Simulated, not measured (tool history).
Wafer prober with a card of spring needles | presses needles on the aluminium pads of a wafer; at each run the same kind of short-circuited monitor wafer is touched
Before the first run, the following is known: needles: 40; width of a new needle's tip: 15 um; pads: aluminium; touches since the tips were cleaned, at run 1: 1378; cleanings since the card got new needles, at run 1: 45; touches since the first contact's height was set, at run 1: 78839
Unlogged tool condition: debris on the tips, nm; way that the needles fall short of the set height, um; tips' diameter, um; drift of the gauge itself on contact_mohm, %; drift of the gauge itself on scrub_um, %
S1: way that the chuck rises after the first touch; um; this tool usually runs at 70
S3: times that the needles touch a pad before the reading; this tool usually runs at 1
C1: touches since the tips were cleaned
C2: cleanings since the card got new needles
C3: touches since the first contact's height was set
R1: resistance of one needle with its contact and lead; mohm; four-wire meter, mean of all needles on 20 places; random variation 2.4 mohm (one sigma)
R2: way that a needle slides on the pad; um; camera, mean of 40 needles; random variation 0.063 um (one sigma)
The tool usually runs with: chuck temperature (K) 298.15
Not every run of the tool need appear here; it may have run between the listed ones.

run 1 day=0 | S1=70 chuck_temperature_(K)=298.15 S3=1 | C1=1378 C2=45 C3=78839 | R1=273 R2=15.3
-- day=0.504 tips cleaned on abrasive film
-- day=1.312 tips cleaned on abrasive film
-- day=2.133 tips cleaned on abrasive film
-- day=2.938 tips cleaned on abrasive film
run 2 day=3.2 | S1=70 chuck_temperature_(K)=298.15 S3=1 | C1=1941 C2=49 C3=102413 | R1=273 R2=15.22
-- day=3.7 tips cleaned on abrasive film
-- day=4.533 tips cleaned on abrasive film
run 3 day=4.788 | S1=70 chuck_temperature_(K)=298.15 S3=1 | C1=1883 C2=51 C3=114119 | R1=280 R2=15.27
-- day=5.292 tips cleaned on abrasive film
-- day=6.104 tips cleaned on abrasive film
-- day=6.908 tips cleaned on abrasive film
run 4 day=7.033 | S1=70 chuck_temperature_(K)=298.15 S3=3 | C1=928 C2=54 C3=130656 | R1=272 R2=15.46
-- day=7.692 tips cleaned on abrasive film
-- day=8.525 tips cleaned on abrasive film
-- day=9.329 tips cleaned on abrasive film
run 5 day=9.717 | S1=70 chuck_temperature_(K)=298.15 S3=3 | C1=2890 C2=57 C3=150443 | R1=276 R2=15.36
-- day=10.05 tips cleaned on abrasive film
-- day=10.721 tips cleaned on abrasive film
-- day=11.554 tips cleaned on abrasive film
-- day=12.221 tips cleaned on abrasive film
run 6 day=12.758 | S1=54 chuck_temperature_(K)=332.15 S3=1 | C1=3973 C2=61 C3=172836 | R1=292 R2=11.83
-- day=12.929 tips cleaned on abrasive film
-- day=13.733 tips cleaned on abrasive film
-- day=14.571 tips cleaned on abrasive film
run 7 day=14.771 | S1=54 chuck_temperature_(K)=332.15 S3=1 | C1=1496 C2=64 C3=187647 | R1=288 R2=11.78
-- day=15.275 tips cleaned on abrasive film
-- day=15.604 height of the first contact set anew
-- day=16.108 tips cleaned on abrasive film
run 8 day=16.746 | S1=54 chuck_temperature_(K)=332.15 S3=1 | C1=4737 C2=66 C3=8425 | R1=291 R2=11.82
-- day=16.888 tips cleaned on abrasive film
-- day=17.721 tips cleaned on abrasive film
-- day=18.425 tips cleaned on abrasive film
run 9 day=18.425 | S1=59 chuck_temperature_(K)=298.15 S3=1 | C1=0 C2=69 C3=20750 | R1=276 R2=12.99
-- day=19.258 tips cleaned on abrasive film
-- day=19.925 tips cleaned on abrasive film
-- day=20.758 tips cleaned on abrasive film
-- day=21.562 tips cleaned on abrasive film
run 10 day=21.583 | S1=68 chuck_temperature_(K)=352.15 S3=1 | C1=176 C2=73 C3=44038 | R1=294 R2=14.88

Difference, measured minus no-hidden-state, one row per run. Run-to-run variation is common to both terms; the gauge's own scatter need not be:
run=1 R2=-0.01
run=2 R2=+0
run=3 R2=+0
run=4 R2=+0.02
run=5 R2=+0.03
run=6 R2=+0.02
run=7 R2=+0.03
run=8 R2=+0.04
run=9 R2=+0.06
run=10 R2=+0.07
For R1, the value without the hidden state is never more than 1 mohm from the measured value.
